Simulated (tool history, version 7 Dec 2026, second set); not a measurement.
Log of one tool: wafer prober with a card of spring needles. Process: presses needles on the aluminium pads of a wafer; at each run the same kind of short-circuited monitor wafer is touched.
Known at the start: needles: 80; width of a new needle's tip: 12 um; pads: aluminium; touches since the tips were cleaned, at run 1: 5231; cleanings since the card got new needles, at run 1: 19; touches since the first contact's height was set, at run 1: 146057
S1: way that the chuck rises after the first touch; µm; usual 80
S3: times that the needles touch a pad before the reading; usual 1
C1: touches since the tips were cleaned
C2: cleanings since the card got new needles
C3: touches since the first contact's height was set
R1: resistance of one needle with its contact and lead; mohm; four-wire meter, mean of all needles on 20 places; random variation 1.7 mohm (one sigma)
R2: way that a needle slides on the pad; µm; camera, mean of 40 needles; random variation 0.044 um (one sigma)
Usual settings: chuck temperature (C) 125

Run 1, day 0: usual settings; C1 5231; C2 19; C3 146057. Result: R1 209 mohm, R2 14.99 µm.
At day 0.342: tips cleaned on abrasive film.
Run 2, day 0.692: usual settings; C1 1639; C2 20; C3 149266. Result: R1 208 mohm, R2 15.01 µm.
Run 3, day 1.225: usual settings; C1 4123; C2 20; C3 151750. Result: R1 208 mohm, R2 15.05 µm.
At day 1.812: tips cleaned on abrasive film.
Run 4, day 1.896: usual settings but S3 2; C1 390; C2 21; C3 154857. Result: R1 211 mohm, R2 14.95 µm.
Run 5, day 2.379: usual settings but S1 68 µm; C1 2635; C2 21; C3 157102. Result: R1 208 mohm, R2 12.7 µm.
Run 6, day 2.846: usual settings but S1 68 µm; C1 4813; C2 21; C3 159280. Result: R1 211 mohm, R2 12.67 µm.
At day 3.267: tips cleaned on abrasive film.
Run 7, day 3.371: usual settings but S1 68 µm; C1 481; C2 22; C3 161693. Result: R1 211 mohm, R2 12.64 µm.
Run 8, day 4.279: usual settings but S1 68 µm; C1 4710; C2 22; C3 165922. Result: R1 212 mohm, R2 12.73 µm.
At day 4.733: tips cleaned on abrasive film.
Run 9, day 5.133: usual settings but S1 68 µm; C1 1860; C2 23; C3 169891. Result: R1 208 mohm, R2 12.66 µm.
Run 10, day 5.758: usual settings but S1 68 µm; C1 4776; C2 23; C3 172807. Result: R1 211 mohm, R2 12.61 µm.
At day 6.204: tips cleaned on abrasive film.
Run 11, day 6.375: usual settings but S1 68 µm; C1 784; C2 24; C3 175647. Result: R1 210 mohm, R2 12.62 µm.
At day 6.946: height of the first contact set anew.
Run 12, day 6.983: usual settings but S1 68 µm, S3 2; C1 3565; C2 24; C3 183. Result: R1 211 mohm, R2 12.67 µm.
Run 13, day 7.392: usual settings but S1 68 µm, S3 2; C1 5473; C2 24; C3 2091. Result: R1 212 mohm, R2 12.65 µm.
At day 7.7: tips cleaned on abrasive film.
Run 14, day 7.958: usual settings but S1 75 µm; C1 1207; C2 25; C3 4708. Result: R1 209 mohm, R2 13.98 µm.
Run 15, day 8.496: usual settings but S1 75 µm; C1 3709; C2 25; C3 7210. Result: R1 208 mohm, R2 13.97 µm.
Run 16, day 9.017: usual settings but S1 75 µm; C1 6135; C2 25; C3 9636. Result: R1 209 mohm, R2 13.95 µm.
At day 9.138: tips cleaned on abrasive film.
Run 17, day 9.933: usual settings; C1 3718; C2 26; C3 13892. Result: R1 209 mohm, R2 14.78 µm.
At day 10.583: tips cleaned on abrasive film.
Run 18, day 10.725: usual settings but S3 3; C1 664; C2 27; C3 17559. Result: R1 209 mohm, R2 14.74 µm.
Run 19, day 11.408: usual settings but S1 67 µm; C1 3839; C2 27; C3 20734. Result: R1 212 mohm, R2 12.38 µm.
Run 20, day 11.817: usual settings but S1 67 µm; C1 5740; C2 27; C3 22635. Result: R1 208 mohm, R2 12.39 µm.
At day 12.054: tips cleaned on abrasive film.
Run 21, day 12.667: usual settings but S1 92 µm; C1 2854; C2 28; C3 26567. Result: R1 210 mohm, R2 16.96 µm.
At day 13.108: gauge calibrated.
Run 22, day 13.179: usual settings but S1 92 µm; C1 5252; C2 28; C3 28965. Result: R1 212 mohm, R2 17.23 µm.
At day 13.508: tips cleaned on abrasive film.
Run 23, day 13.933: usual settings but S1 61 µm, chuck temperature (C) 90; C1 1981; C2 29; C3 32462. Result: R1 205 mohm, R2 11.44 µm.
Run 24, day 14.45: usual settings but S3 2; C1 4375; C2 29; C3 34856. Result: R1 212 mohm, R2 14.94 µm.
At day 14.962: tips cleaned on abrasive film.
Run 25, day 14.962: usual settings but S1 99 µm, chuck temperature (C) 84; C1 0; C2 30; C3 37231. Result: R1 201 mohm, R2 18.52 µm.
Run 26, day 15.333: usual settings but S1 91 µm, chuck temperature (C) 56; C1 1734; C2 30; C3 38965. Result: R1 193 mohm, R2 17.07 µm.
Run 27, day 15.838: usual settings but S1 64 µm, chuck temperature (C) 56, S3 3; C1 4066; C2 30; C3 41297. Result: R1 195 mohm, R2 11.97 µm.
Run 28, day 16.221: usual settings but S1 64 µm, chuck temperature (C) 56, S3 3; C1 5863; C2 30; C3 43094. Result: R1 194 mohm, R2 11.89 µm.
At day 16.429: tips cleaned on abrasive film.
Run 29, day 16.867: usual settings but S1 62 µm, chuck temperature (C) 62, S3 2; C1 2046; C2 31; C3 46082. Result: R1 195 mohm, R2 11.61 µm.
Run 30, day 17.767: usual settings but S1 66 µm, chuck temperature (C) 94; C1 6242; C2 31; C3 50278. Result: R1 206 mohm, R2 12.28 µm.
At day 17.888: tips cleaned on abrasive film.
Run 31, day 18.571: usual settings but S1 98 µm, chuck temperature (C) 32; C1 3178; C2 32; C3 53990. Result: R1 191 mohm, R2 18.28 µm.
Run 32, day 19.054: usual settings but S1 65 µm, chuck temperature (C) 96; C1 5445; C2 32; C3 56257. Result: R1 203 mohm, R2 12.15 µm.
At day 19.35: tips cleaned on abrasive film.
Run 33, day 19.975: usual settings but S1 64 µm, chuck temperature (C) 108; C1 2908; C2 33; C3 60519. Result: R1 207 mohm, R2 11.88 µm.
Run 34, day 20.658: usual settings but chuck temperature (C) 117, S3 2; C1 6086; C2 33; C3 63697. Result: R1 209 mohm, R2 14.84 µm.

How the hidden state differs across the entries between the runs, from the last listed run before each to the first after it:
Between runs 1 and 2: tips cleaned on abrasive film (day 0.342)
  debris on the tips, nm: 3.4 -> 1.6; way that the needles fall short of the set height, um: 0.12 -> 0.13; drift of the gauge itself on scrub_um, %: 0 -> -0.09
  measured less the result without the state, R2: -0.02 -> -0.04 µm
Between runs 3 and 4: tips cleaned on abrasive film (day 1.812)
  debris on the tips, nm: 2.9 -> 0.7; way that the needles fall short of the set height, um: 0.13 -> 0.14; tips' diameter, um: 12.04 -> 12.05; drift of the gauge itself on scrub_um, %: -0.16 -> -0.25
  measured less the result without the state, R2: -0.04 -> -0.06 µm
Between runs 6 and 7: tips cleaned on abrasive film (day 3.267)
  debris on the tips, nm: 3.4 -> 1; drift of the gauge itself on scrub_um, %: -0.38 -> -0.45
  measured less the result without the state, R2: -0.08 -> -0.08 µm
Between runs 8 and 9: tips cleaned on abrasive film (day 4.733)
  debris on the tips, nm: 3.4 -> 1.8; way that the needles fall short of the set height, um: 0.14 -> 0.15; drift of the gauge itself on scrub_um, %: -0.57 -> -0.69
  measured less the result without the state, R2: -0.1 -> -0.12 µm
Between runs 10 and 11: tips cleaned on abrasive film (day 6.204)
  debris on the tips, nm: 3.3 -> 1; drift of the gauge itself on scrub_um, %: -0.77 -> -0.85
  measured less the result without the state, R2: -0.13 -> -0.14 µm
Between runs 11 and 12: height of the first contact set anew (day 6.946)
  debris on the tips, nm: 1 -> 2.8; way that the needles fall short of the set height, um: 0.15 -> 0; drift of the gauge itself on scrub_um, %: -0.85 -> -0.94
  measured less the result without the state, R2: -0.14 -> -0.12 µm
Between runs 13 and 14: tips cleaned on abrasive film (day 7.7)
  debris on the tips, nm: 3.6 -> 1.3; way that the needles fall short of the set height, um: 0 -> 0.01; tips' diameter, um: 12.05 -> 12.06; drift of the gauge itself on scrub_um, %: -0.99 -> -1.07
  measured less the result without the state, R2: -0.12 -> -0.15 µm
Between runs 16 and 17: tips cleaned on abrasive film (day 9.138)
  debris on the tips, nm: 3.8 -> 3; way that the needles fall short of the set height, um: 0.01 -> 0.02; drift of the gauge itself on scrub_um, %: -1.21 -> -1.33
  measured less the result without the state, R2: -0.17 -> -0.2 µm
Between runs 17 and 18: tips cleaned on abrasive film (day 10.583)
  debris on the tips, nm: 3 -> 1.1; drift of the gauge itself on scrub_um, %: -1.33 -> -1.44
  measured less the result without the state, R2: -0.2 -> -0.22 µm
Between runs 20 and 21: tips cleaned on abrasive film (day 12.054)
  debris on the tips, nm: 3.7 -> 2.4; way that the needles fall short of the set height, um: 0.02 -> 0.03; drift of the gauge itself on scrub_um, %: -1.58 -> -1.7
  measured less the result without the state, R2: -0.2 -> -0.3 µm
Between runs 21 and 22: gauge calibrated (day 13.108)
  debris on the tips, nm: 2.4 -> 3.6; drift of the gauge itself on scrub_um, %: -1.7 -> -0.01
  measured less the result without the state, R2: -0.3 -> -0.01 µm
Between runs 22 and 23: tips cleaned on abrasive film (day 13.508)
  debris on the tips, nm: 3.6 -> 1.8; way that the needles fall short of the set height, um: 0.03 -> 0.04; tips' diameter, um: 12.06 -> 12.07; drift of the gauge itself on scrub_um, %: -0.01 -> -0.11
  measured less the result without the state, R2: -0.01 -> -0.02 µm
Between runs 24 and 25: tips cleaned on abrasive film (day 14.962)
  debris on the tips, nm: 3.1 -> 0.3; drift of the gauge itself on scrub_um, %: -0.18 -> -0.25
  measured less the result without the state, R2: -0.03 -> -0.06 µm
Between runs 28 and 29: tips cleaned on abrasive film (day 16.429)
  debris on the tips, nm: 3.8 -> 2; way that the needles fall short of the set height, um: 0.04 -> 0.05; drift of the gauge itself on scrub_um, %: -0.42 -> -0.5
  measured less the result without the state, R2: -0.06 -> -0.07 µm
Between runs 30 and 31: tips cleaned on abrasive film (day 17.888)
  debris on the tips, nm: 3.9 -> 2.7; way that the needles fall short of the set height, um: 0.05 -> 0.06; drift of the gauge itself on scrub_um, %: -0.63 -> -0.73
  measured less the result without the state, R2: -0.08 -> -0.15 µm
Between runs 32 and 33: tips cleaned on abrasive film (day 19.35)
  debris on the tips, nm: 3.7 -> 2.6; way that the needles fall short of the set height, um: 0.06 -> 0.07; tips' diameter, um: 12.07 -> 12.08; drift of the gauge itself on scrub_um, %: -0.8 -> -0.92
  measured less the result without the state, R2: -0.11 -> -0.12 µm
